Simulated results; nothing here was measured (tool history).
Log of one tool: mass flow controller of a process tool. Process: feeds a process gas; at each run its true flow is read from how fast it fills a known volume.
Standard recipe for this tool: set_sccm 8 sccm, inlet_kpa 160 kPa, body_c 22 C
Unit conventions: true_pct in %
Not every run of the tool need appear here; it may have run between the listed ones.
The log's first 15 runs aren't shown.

run,hour,set_sccm,inlet_kpa,body_c,hours of work since the controller was set to zero,hours of work since the controller was changed,true_pct
16,5510.7,8,160,22,5023,5023,99.79
# hour 5554: controller exchanged for a calibrated one
17,5747.7,8,160,26,132,132,99.92
18,6146.6,8,160,26,403,403,99.89
19,6426.9,15,203,22,594,594,99.76
20,6859.8,15,203,22,888,888,99.78
21,7308,15,203,22,1193,1193,99.76
22,7572.2,15,203,22,1373,1373,99.71
23,7919.8,8,186,24,1610,1610,99.66
24,8227.9,12,181,24,1819,1819,99.79
25,8468,12,181,24,1983,1983,99.79
26,8877.2,12,204,24,2261,2261,99.83
27,9329.4,8,270,22,2569,2569,99.57
28,9593.8,8,270,22,2748,2748,99.43
29,10083,8,270,22,3081,3081,99.39
30,10297.7,8,189,22,3227,3227,99.64
31,10593.7,8,189,22,3429,3429,99.67
32,10841.5,8,189,22,3597,3597,99.7

Below are 5 alternative next runs, each starting from the tool's condition after run 32. Predict each:
A,11174.7,10,235,21,3824,3824,?
B,11174.7,19,241,29,3824,3824,?
C,11174.7,3,189,22,3824,3824,?
D,11174.7,13,146,37,3824,3824,?
E,11174.7,4,218,24,3824,3824,?

run,true_pct
A,99.6
B,99.94
C,99.63
D,100.23
E,99.59
With the hidden condition removed and each run's random variation left untouched, the same runs would have given:
run,true_pct
A,99.62
B,99.96
C,99.63
D,100.25
E,99.59
